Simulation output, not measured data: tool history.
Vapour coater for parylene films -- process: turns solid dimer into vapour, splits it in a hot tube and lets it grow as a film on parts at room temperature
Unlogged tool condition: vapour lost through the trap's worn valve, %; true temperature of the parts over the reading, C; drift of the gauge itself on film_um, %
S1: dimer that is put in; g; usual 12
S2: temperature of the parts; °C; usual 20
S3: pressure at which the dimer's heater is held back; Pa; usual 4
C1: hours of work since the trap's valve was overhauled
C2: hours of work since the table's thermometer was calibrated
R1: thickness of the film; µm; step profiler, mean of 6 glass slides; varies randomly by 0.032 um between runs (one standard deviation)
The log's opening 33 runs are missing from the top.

{"run": 34, "hour": 417.2, "S1": 9, "S2": 12, "S3": 11.21, "C1": 80, "C2": 365, "R1": 2.34}
{"run": 35, "hour": 430.6, "S1": 20, "S2": 12, "S3": 2.51, "C1": 88, "C2": 373, "R1": 7.04}
{"run": 36, "hour": 448.1, "S1": 20, "S2": 12, "S3": 2.51, "C1": 99, "C2": 384, "R1": 6.96}
{"run": 37, "hour": 464.6, "S1": 6, "S2": 29, "S3": 4.9, "C1": 108, "C2": 394, "R1": 1.12}
{"run": 38, "hour": 475.6, "S1": 13, "S2": 25, "S3": 8.01, "C1": 115, "C2": 400, "R1": 2.4}
{"run": 39, "hour": 490.3, "S1": 12, "S2": 30, "S3": 4.97, "C1": 124, "C2": 409, "R1": 2.08}
{"run": 40, "hour": 508.3, "S1": 17, "S2": 13, "S3": 4.97, "C1": 135, "C2": 420, "R1": 4.92}
{"run": 41, "hour": 515.9, "S1": 12, "S2": 19, "S3": 5.05, "C1": 139, "C2": 424, "R1": 2.91}
{"run": 42, "hour": 530.8, "S1": 12, "S2": 19, "S3": 5.05, "C1": 148, "C2": 433, "R1": 2.89}
{"run": 43, "hour": 540.4, "S1": 12, "S2": 19, "S3": 5.05, "C1": 154, "C2": 439, "R1": 2.94}
{"run": 44, "hour": 553.0, "S1": 12, "S2": 19, "S3": 5.05, "C1": 161, "C2": 446, "R1": 2.85}
{"run": 45, "hour": 564.5, "S1": 10, "S2": 20, "S3": 5.05, "C1": 168, "C2": 453, "R1": 2.35}
{"run": 46, "hour": 574.2, "S1": 11, "S2": 12, "S3": 6.01, "C1": 174, "C2": 459, "R1": 3.22}
{"run": 47, "hour": 588.2, "S1": 11, "S2": 12, "S3": 6.01, "C1": 182, "C2": 467, "R1": 3.19}

3 ways to go on from here, each from the tool as it stands after run 47. What would each give?
{"run": "A", "hour": 599.2, "S1": 8, "S2": 24, "S3": 3.58, "C1": 189, "C2": 474, "R1": "?"}
{"run": "B", "hour": 599.2, "S1": 8, "S2": 14, "S3": 9.89, "C1": 189, "C2": 474, "R1": "?"}
{"run": "C", "hour": 599.2, "S1": 11, "S2": 22, "S3": 6.01, "C1": 189, "C2": 474, "R1": "?"}

run=A R1=1.76
run=B R1=1.95
run=C R1=2.34
The same runs, with their run-to-run variation unchanged, on a tool lacking any hidden condition would have given:
run=A R1=1.86
run=B R1=2.06
run=C R1=2.47
